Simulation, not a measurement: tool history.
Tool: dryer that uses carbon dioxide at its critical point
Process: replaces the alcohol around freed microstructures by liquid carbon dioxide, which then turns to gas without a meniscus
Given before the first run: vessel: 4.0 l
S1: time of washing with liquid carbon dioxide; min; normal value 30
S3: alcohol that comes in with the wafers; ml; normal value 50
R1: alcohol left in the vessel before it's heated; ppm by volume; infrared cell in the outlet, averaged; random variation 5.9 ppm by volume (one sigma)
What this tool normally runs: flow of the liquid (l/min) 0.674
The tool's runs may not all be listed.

Run 1, day 0.000: usual settings. Result: R1 356 ppm by volume.
Run 2, day 1.762: usual settings. Result: R1 366 ppm by volume.
Run 3, day 4.092: usual settings. Result: R1 397 ppm by volume.
Run 4, day 6.579: usual settings. Result: R1 443 ppm by volume.
Run 5, day 7.833: usual settings but S3 45 ml. Result: R1 436 ppm by volume.
Run 6, day 9.450: usual settings but S3 45 ml. Result: R1 457 ppm by volume.
Run 7, day 11.154: usual settings but S3 45 ml. Result: R1 487 ppm by volume.
Run 8, day 13.412: usual settings but S3 45 ml. Result: R1 502 ppm by volume.
Run 9, day 15.204: usual settings. Result: R1 559 ppm by volume.
Run 10, day 16.867: usual settings. Result: R1 594 ppm by volume.
Run 11, day 19.133: usual settings. Result: R1 626 ppm by volume.
At day 19.354: inlet filter changed.
Run 12, day 20.538: usual settings. Result: R1 473 ppm by volume.
Run 13, day 22.300: usual settings. Result: R1 484 ppm by volume.
Run 14, day 24.246: usual settings but S1 42 min. Result: R1 323 ppm by volume.
At day 26.529: purifier's bed changed.
Run 15, day 26.738: usual settings but S1 42 min. Result: R1 61 ppm by volume.
Run 16, day 28.379: usual settings but S1 20 min. Result: R1 992 ppm by volume.
Run 17, day 29.917: usual settings but S3 93 ml. Result: R1 552 ppm by volume.
Run 18, day 31.000: usual settings but S1 19 min. Result: R1 1174 ppm by volume.
Run 19, day 33.512: usual settings but S1 19 min. Result: R1 1234 ppm by volume.
Run 20, day 35.450: usual settings but S1 19 min. Result: R1 1321 ppm by volume.
Run 21, day 37.742: usual settings but S1 19 min. Result: R1 1412 ppm by volume.
Run 22, day 39.729: usual settings but S1 19 min. Result: R1 1472 ppm by volume.
At day 39.988: inlet filter changed.
Run 23, day 41.433: usual settings but S1 19 min, flow of the liquid (l/min) 0.549. Result: R1 1670 ppm by volume.
Run 24, day 42.583: usual settings. Result: R1 314 ppm by volume.
Run 25, day 43.683: usual settings but flow of the liquid (l/min) 1.139, S3 31 ml. Result: R1 100 ppm by volume.
Run 26, day 46.117: usual settings but flow of the liquid (l/min) 0.559, S3 61 ml. Result: R1 714 ppm by volume.
Run 27, day 47.183: usual settings but S1 26 min, flow of the liquid (l/min) 0.583, S3 28 ml. Result: R1 501 ppm by volume.
Run 28, day 48.446: usual settings but S1 26 min, flow of the liquid (l/min) 0.583, S3 28 ml. Result: R1 516 ppm by volume.
Run 29, day 50.788: usual settings but S1 26 min, flow of the liquid (l/min) 0.583, S3 28 ml. Result: R1 563 ppm by volume.
Run 30, day 51.925: usual settings but flow of the liquid (l/min) 0.573. Result: R1 662 ppm by volume.
Run 31, day 53.712: usual settings but flow of the liquid (l/min) 0.573. Result: R1 719 ppm by volume.
Run 32, day 55.333: usual settings but S1 42 min, flow of the liquid (l/min) 0.916, S3 104 ml. Result: R1 182 ppm by volume.
Run 33, day 57.783: usual settings but flow of the liquid (l/min) 0.824. Result: R1 321 ppm by volume.
Run 34, day 59.812: usual settings but S1 25 min, flow of the liquid (l/min) 0.404, S3 108 ml. Result: R1 5254 ppm by volume.
At day 60.508: inlet filter changed.
Run 35, day 61.517: usual settings but S1 48 min, flow of the liquid (l/min) 0.512, S3 66 ml. Result: R1 316 ppm by volume.
Run 36, day 63.433: usual settings but flow of the liquid (l/min) 0.429, S3 57 ml. Result: R1 1342 ppm by volume.
Run 37, day 64.462: usual settings but S1 28 min, flow of the liquid (l/min) 0.466, S3 119 ml. Result: R1 2644 ppm by volume.
Run 38, day 67.004: usual settings but S1 28 min, flow of the liquid (l/min) 0.466, S3 119 ml. Result: R1 2680 ppm by volume.
Run 39, day 68.758: usual settings but S1 28 min, flow of the liquid (l/min) 0.719, S3 119 ml. Result: R1 844 ppm by volume.
Run 40, day 70.525: usual settings but S1 25 min, S3 22 ml. Result: R1 479 ppm by volume.
Run 41, day 72.775: usual settings but S1 25 min, S3 22 ml. Result: R1 493 ppm by volume.
Run 42, day 74.704: usual settings but S1 25 min, flow of the liquid (l/min) 0.438, S3 76 ml. Result: R1 3005 ppm by volume.
Run 43, day 76.412: usual settings but S1 48 min, flow of the liquid (l/min) 0.969, S3 77 ml. Result: R1 271 ppm by volume.
Run 44, day 78.554: usual settings but S1 32 min, flow of the liquid (l/min) 0.906, S3 97 ml. Result: R1 417 ppm by volume.
At day 79.400: purifier's bed changed.
Run 45, day 80.529: usual settings but S1 32 min, flow of the liquid (l/min) 0.906, S3 97 ml. Result: R1 166 ppm by volume.
At day 81.192: inlet filter changed.
Run 46, day 82.450: usual settings but S1 32 min, flow of the liquid (l/min) 0.661, S3 40 ml. Result: R1 160 ppm by volume.
Run 47, day 83.775: usual settings but S1 40 min, flow of the liquid (l/min) 0.454, S3 39 ml. Result: R1 335 ppm by volume.

Forecast each of these 3 alternatives for the next run:
Run A, day 84.875: usual settings but S1 40 min, flow of the liquid (l/min) 0.615, S3 96 ml. Result: R1 ?.
Run B, day 84.875: usual settings but S1 26 min, flow of the liquid (l/min) 0.489. Result: R1 ?.
Run C, day 84.875: usual settings but S1 41 min, flow of the liquid (l/min) 0.454, S3 25 ml. Result: R1 ?.

run    R1
  A   231
  B  1113
  C   214
Stripped of hidden state, with their random variation kept, the same runs would have yielded:
run   R1
  A  170
  B  993
  C  162
